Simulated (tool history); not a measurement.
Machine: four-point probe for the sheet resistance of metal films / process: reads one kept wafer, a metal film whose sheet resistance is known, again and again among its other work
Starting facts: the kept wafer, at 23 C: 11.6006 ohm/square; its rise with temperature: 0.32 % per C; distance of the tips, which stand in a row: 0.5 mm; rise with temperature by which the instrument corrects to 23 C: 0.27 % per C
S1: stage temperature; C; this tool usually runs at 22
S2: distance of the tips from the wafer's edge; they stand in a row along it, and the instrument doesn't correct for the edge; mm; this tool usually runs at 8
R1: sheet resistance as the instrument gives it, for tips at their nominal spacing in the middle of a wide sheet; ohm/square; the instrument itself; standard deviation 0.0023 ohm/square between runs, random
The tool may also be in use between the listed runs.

run 1 day=0 | S1=22 S2=8 | R1=11.572381
run 2 day=2.233 | S1=24 S2=8 | R1=11.585141
run 3 day=3.45 | S1=27 S2=8 | R1=11.604804
run 4 day=5.604 | S1=27 S2=8 | R1=11.607166
run 5 day=6.988 | S1=19 S2=8 | R1=11.549446
run 6 day=9.279 | S1=19 S2=8 | R1=11.545646
run 7 day=11.575 | S1=19 S2=8 | R1=11.550181
run 8 day=13.512 | S1=19 S2=8 | R1=11.547236
run 9 day=16.125 | S1=22 S2=66 | R1=11.53625
run 10 day=18.475 | S1=22 S2=66 | R1=11.538704

Run 11, settings as shown, results not yet in. Your forecast:
run 11 day=21.225 | S1=24 S2=6 | R1=?

R1: 11.590634 ohm/square
The same run, on a tool lacking any hidden state, would have yielded R1 11.647718 ohm/square.

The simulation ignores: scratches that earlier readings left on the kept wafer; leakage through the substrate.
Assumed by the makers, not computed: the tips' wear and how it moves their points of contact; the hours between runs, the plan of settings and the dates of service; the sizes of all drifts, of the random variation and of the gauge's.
